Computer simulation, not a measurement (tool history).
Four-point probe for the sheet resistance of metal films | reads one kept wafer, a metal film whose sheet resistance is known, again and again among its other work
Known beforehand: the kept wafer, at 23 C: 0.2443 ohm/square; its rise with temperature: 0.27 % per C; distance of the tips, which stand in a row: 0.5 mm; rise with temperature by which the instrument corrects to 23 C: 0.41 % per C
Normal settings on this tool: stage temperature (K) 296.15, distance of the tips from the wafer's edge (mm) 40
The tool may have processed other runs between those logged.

run     day  stage temperature (K)  distance of the tips from the wafer's edge (mm)  sheet resistance as the instrument gives it (ohm/square)
  1   0.000                 296.15                                               40                                                  0.244955
  2   2.208                 296.15                                               40                                                  0.244872
  3   3.579                 296.15                                               40                                                  0.244998
  4   5.700                 296.15                                               40                                                  0.244850
  5   8.050                 296.15                                               40                                                  0.244947
  6   9.550                 296.15                                               23                                                  0.245008
  7  11.742                 296.15                                               40                                                  0.245080
  8  13.896                 296.15                                               40                                                  0.245020
  9  15.567                 296.15                                               40                                                  0.245145
 10  16.629                 299.15                                               40                                                  0.244090
 11  17.879                 296.15                                               40                                                  0.245160
 12  19.921                 296.15                                               40                                                  0.245136
 13  21.450                 296.15                                               10                                                  0.245618
 14  23.525                 295.15                                               10                                                  0.245893
 15  25.971                 295.15                                               10                                                  0.245975
 16  28.038                 295.15                                               10                                                  0.245879
 17  29.333                 295.15                                               10                                                  0.246017
     29.462  -- stage's thermometer calibrated
 18  31.050                 296.15                                               11                                                  0.245566
 19  32.692                 305.15                                               11                                                  0.242584
 20  34.279                 305.15                                               11                                                  0.242488
     36.250  -- stage's thermometer calibrated, once more
 21  36.508                 296.15                                               10                                                  0.245866
 22  37.975                 296.15                                               40                                                  0.245502
 23  40.429                 302.15                                               40                                                  0.243483
 24  42.867                 301.15                                                8                                                  0.244525
 25  45.262                 298.15                                               40                                                  0.245056
 26  46.942                 295.15                                               40                                                  0.246014
 27  48.883                 297.15                                               32                                                  0.245402
 28  51.383                 304.15                                               22                                                  0.243177
 29  53.346                 301.15                                               22                                                  0.244193
 30  55.658                 300.15                                               41                                                  0.244460
 31  57.512                 295.15                                                6                                                  0.247201
 32  58.700                 293.15                                               40                                                  0.246910
 33  60.833                 297.15                                               38                                                  0.245594
 34  62.450                 298.15                                                7                                                  0.245867
 35  64.154                 298.15                                                7                                                  0.245959
 36  65.804                 298.15                                                7                                                  0.245974
 37  68.254                 298.15                                                7                                                  0.245973
 38  69.588                 304.15                                               15                                                  0.243546
 39  71.900                 300.15                                                4                                                  0.246741
 40  74.279                 307.15                                               12                                                  0.242698
 41  76.071                 305.15                                               29                                                  0.243172
 42  77.946                 303.15                                               59                                                  0.243810
 43  79.992                 303.15                                               59                                                  0.243818
 44  81.821                 303.15                                               12                                                  0.244150
 45  83.079                 303.15                                               12                                                  0.244189
 46  84.167                 303.15                                               12                                                  0.244152

For some of the steps in sheet resistance as the instrument gives it (ohm/square) from one run to the next: how much would appear even if the tool had no hidden state, given the settings, what came in and random variation, and how much remains for the hidden state plus any gauge scatter that the measured result and the result without hidden state don't share?
What the log doesn't record here: inner tips' distance over the nominal, %; tips' flats over new ones', %; wafer's true temperature over the reading, C; drift of the gauge itself on sheet_ohm, %.
Run 20 -> 21: stage temperature (K) 305.15 -> 296.15, distance of the tips from the wafer's edge (mm) 11 -> 10, stage's thermometer calibrated, once more. sheet resistance as the instrument gives it (ohm/square) +0.003378: hidden state +0.000194, all else +0.003184.
Run 23 -> 24: stage temperature (K) 302.15 -> 301.15, distance of the tips from the wafer's edge (mm) 40 -> 8. sheet resistance as the instrument gives it (ohm/square) +0.001042: hidden state +0.000048, all else +0.000994.
Run 38 -> 39: stage temperature (K) 304.15 -> 300.15, distance of the tips from the wafer's edge (mm) 15 -> 4. sheet resistance as the instrument gives it (ohm/square) +0.003195: hidden state +0.000060, all else +0.003135.
Run 39 -> 40: stage temperature (K) 300.15 -> 307.15, distance of the tips from the wafer's edge (mm) 4 -> 12. sheet resistance as the instrument gives it (ohm/square) -0.004043: hidden state +0.000015, all else -0.004058.

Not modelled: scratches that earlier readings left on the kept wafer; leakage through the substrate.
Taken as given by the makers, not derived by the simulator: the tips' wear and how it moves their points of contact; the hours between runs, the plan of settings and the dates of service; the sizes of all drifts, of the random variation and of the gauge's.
